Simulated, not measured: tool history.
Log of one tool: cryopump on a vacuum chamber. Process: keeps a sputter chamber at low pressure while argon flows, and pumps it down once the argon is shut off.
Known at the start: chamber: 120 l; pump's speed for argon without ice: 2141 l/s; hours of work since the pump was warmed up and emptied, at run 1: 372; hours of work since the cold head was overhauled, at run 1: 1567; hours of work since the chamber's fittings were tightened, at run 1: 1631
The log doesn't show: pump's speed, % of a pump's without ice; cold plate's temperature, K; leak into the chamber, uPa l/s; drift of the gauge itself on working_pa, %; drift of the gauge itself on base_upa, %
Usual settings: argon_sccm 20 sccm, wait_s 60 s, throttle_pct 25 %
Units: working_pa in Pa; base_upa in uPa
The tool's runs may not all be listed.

run	hour	argon_sccm	wait_s	throttle_pct	hours of work since the pump was warmed up and emptied	hours of work since the cold head was overhauled	hours of work since the chamber's fittings were tightened	working_pa	base_upa
1	0.0	20	60	25	372	1567	1631	0.0655	2.36
2	92.2	20	60	25	415	1609	1674	0.0657	2.42
3	157.9	20	60	25	445	1639	1704	0.0648	2.57
4	219.1	20	60	25	473	1667	1732	0.0654	2.45
5	295.1	20	60	25	508	1702	1767	0.0654	2.54
6	376.1	20	60	25	545	1740	1804	0.0657	2.65
# hour 439.9: leaking fittings of the chamber tightened, without venting
7	483.1	20	60	25	594	1788	20	0.0665	0.88
8	540.1	20	60	25	620	1814	46	0.0659	0.88
9	622.6	20	60	25	658	1852	84	0.0670	0.92
10	695.0	20	60	25	691	1886	117	0.0673	0.96
11	811.4	20	60	16	745	1939	171	0.1019	0.98
12	862.2	11	63	16	768	1963	194	0.0568	0.98
13	942.4	17	40	42	805	1999	231	0.0351	1.40
14	993.7	25	42	16	829	2023	255	0.1283	1.37
15	1105.6	18	73	25	880	2075	306	0.0618	1.06

The next listed run, before its measurement:
16	1162.9	20	277	25	907	2101	333	?	?

{"run 16": {"working_pa": 0.0685, "base_upa": 0.74}}
Without the tool's hidden state the same run would have given working_pa 0.0634 Pa, base_upa 0.32 uPa.
